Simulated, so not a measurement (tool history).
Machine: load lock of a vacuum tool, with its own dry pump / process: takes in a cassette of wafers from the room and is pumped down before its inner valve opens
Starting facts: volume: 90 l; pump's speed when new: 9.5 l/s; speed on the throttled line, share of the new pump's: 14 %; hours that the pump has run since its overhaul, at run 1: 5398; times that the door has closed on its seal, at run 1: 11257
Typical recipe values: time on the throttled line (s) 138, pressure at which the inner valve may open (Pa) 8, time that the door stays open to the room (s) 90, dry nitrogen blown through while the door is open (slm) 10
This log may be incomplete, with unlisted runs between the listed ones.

run	hour	time on the throttled line (s)	pressure at which the inner valve may open (Pa)	time that the door stays open to the room (s)	dry nitrogen blown through while the door is open (slm)	hours that the pump has run since its overhaul	times that the door has closed on its seal	incoming humidity of the room's air, %	time from the closed door until the inner valve may open (s)	rise of the pressure with all valves shut (Pa/min)
1	0	138	8	90	10	5398	11257	44.8	216.3	0.053
2	478.9	138	8	90	10	5877	11858	45.9	216	0.054
3	805.3	138	8	90	10	6203	12267	44.5	217.6	0.055
4	1144.1	138	8	90	9	6542	12692	43.3	217.1	0.054
5	1433	138	10	90	9	6831	13055	46.9	216.4	0.059
6	1654.5	138	10	90	9	7052	13333	46.8	215	0.061
7	2102	138	10	90	9	7500	13895	46.2	211.5	0.062
8	2303	138	10	90	9	7701	14147	45.3	217.6	0.064
9	2654.2	138	10	90	9	8052	14588	42.9	218.4	0.059
10	2897	138	8	90	10	8295	14892	44.7	221.1	0.067
11	3178.2	113	8	90	10	8576	15245	47.2	195.9	0.063
12	3496.4	113	8	90	10	8894	15645	44.3	201.1	0.057
13	3874.5	113	8	90	10	9272	16119	45.9	200.4	0.06
14	4286.2	113	8	90	10	9684	16636	43.3	202.4	0.066
15	4597.7	113	8	90	10	9995	17027	47.3	200.2	0.064
16	4797.3	113	8	90	10	10195	17278	43.8	201.9	0.062
17	5030.6	138	8	90	29	10428	17570	42.2	223.1	0.053
18	5467.7	138	8	90	29	10865	18119	45.1	225.6	0.056
19	5709.3	138	8	90	29	11107	18422	44.6	224.5	0.056
20	5957.7	107	8	80	15	11355	18734	45.4	199.7	0.065
21	6224.2	111	8	63	5	11622	19068	43.3	203.1	0.063
# hour 6502.5: dry pump taken out, an overhauled one fitted
22	6659.3	111	8	63	5	157	19607	45.8	186.2	0.07
23	7017.9	167	7	211	6	515	20057	46.3	235	0.093
24	7345.6	167	16	206	13	843	20468	43.2	227.6	0.081
25	7826.5	112	16	229	10	1324	21072	46	182.2	0.09
26	8222.9	234	9	56	10	1720	21569	44.4	290.7	0.077
27	8567.5	260	9	63	13	2065	22002	44.6	313.4	0.069
28	8969.6	260	9	63	13	2467	22507	49	316.3	0.075
29	9356.3	260	9	63	13	2854	22992	47.5	316.7	0.072
30	9598.3	213	6	30	36	3096	23296	46.6	279.3	0.06
31	10048.7	173	14	30	36	3546	23861	43.9	236.1	0.063

What if the next run were any one of these 4? Each begins from the tool's condition after run 31:
A	10356.2	74	8	133	10	3854	24247	39.9	?	?
B	10356.2	173	6	110	36	3854	24247	45.2	?	?
C	10356.2	120	14	38	36	3854	24247	42.9	?	?
D	10356.2	180	12	90	30	3854	24247	43.1	?	?

run	time from the closed door until the inner valve may open (s)	rise of the pressure with all valves shut (Pa/min)
A	162	0.087
B	245.5	0.074
C	193.5	0.061
D	242.4	0.069
Without the tool's hidden state the same runs would have given:
run	time from the closed door until the inner valve may open (s)	rise of the pressure with all valves shut (Pa/min)
A	155	0.039
B	239.6	0.026
C	187.7	0.013
D	237.2	0.022

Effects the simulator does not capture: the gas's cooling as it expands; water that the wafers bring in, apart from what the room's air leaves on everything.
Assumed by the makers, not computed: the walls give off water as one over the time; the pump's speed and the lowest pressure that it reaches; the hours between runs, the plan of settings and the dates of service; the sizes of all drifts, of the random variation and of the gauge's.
